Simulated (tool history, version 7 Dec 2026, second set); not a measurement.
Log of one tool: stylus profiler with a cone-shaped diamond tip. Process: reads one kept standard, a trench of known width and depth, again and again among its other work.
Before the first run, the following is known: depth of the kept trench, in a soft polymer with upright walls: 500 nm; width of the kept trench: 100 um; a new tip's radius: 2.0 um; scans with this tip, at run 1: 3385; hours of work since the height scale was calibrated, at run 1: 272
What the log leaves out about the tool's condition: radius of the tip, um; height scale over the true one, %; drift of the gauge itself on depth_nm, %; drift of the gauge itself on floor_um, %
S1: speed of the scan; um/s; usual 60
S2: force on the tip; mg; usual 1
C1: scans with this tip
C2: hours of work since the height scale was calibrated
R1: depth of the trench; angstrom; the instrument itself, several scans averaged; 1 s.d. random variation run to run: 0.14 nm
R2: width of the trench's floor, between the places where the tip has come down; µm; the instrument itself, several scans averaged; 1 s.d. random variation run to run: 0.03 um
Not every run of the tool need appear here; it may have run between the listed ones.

run    day   S1    S2    C1   C2      R1     R2
  1      0   60     1  3385  272  5024.1  96.36
  2  0.379   60     1  3439  276  5023.5  96.37
  3  0.896   60     1  3513  282  5023.5  96.38
  4  1.296   60     1  3571  287  5023.4  96.29
  5    1.8   60     1  3643  293  5024.9  96.33
  6  2.129   60     1  3690  297  5026.5  96.32
  7  2.617   60     1  3760  302  5022.1  96.31
  8  2.983   18  0.64  3813  306  5016.2  96.67
  9  3.471  143     1  3883  312  5021.6   95.5
 10  3.854   25  0.69  3938  317  5018.8  96.58
 11  4.446   88  0.88  4023  323  5020.8  95.95
 12  5.054   88  0.88  4110  330  5019.9  95.93
 13  5.571   30  0.65  4185  336  5014.6   96.5
 14  5.967   46  1.72  4241  341  5038.5  96.47

How would selected steps in R1 from run to run divide? Give the signed amount a tool lacking its hidden state would still show from settings, what came in and random variation, and the signed amount left for the hidden state, including any gauge scatter that is not in both of the compared results.
Run 11 -> 12: no setting changed, nothing entered. R1 -0.9 angstrom: hidden state -0.2, all else -0.7.
Run 13 -> 14: S1 30 -> 46, S2 0.65 -> 1.72. R1 +23.9 angstrom: hidden state -0.1, all else +24.
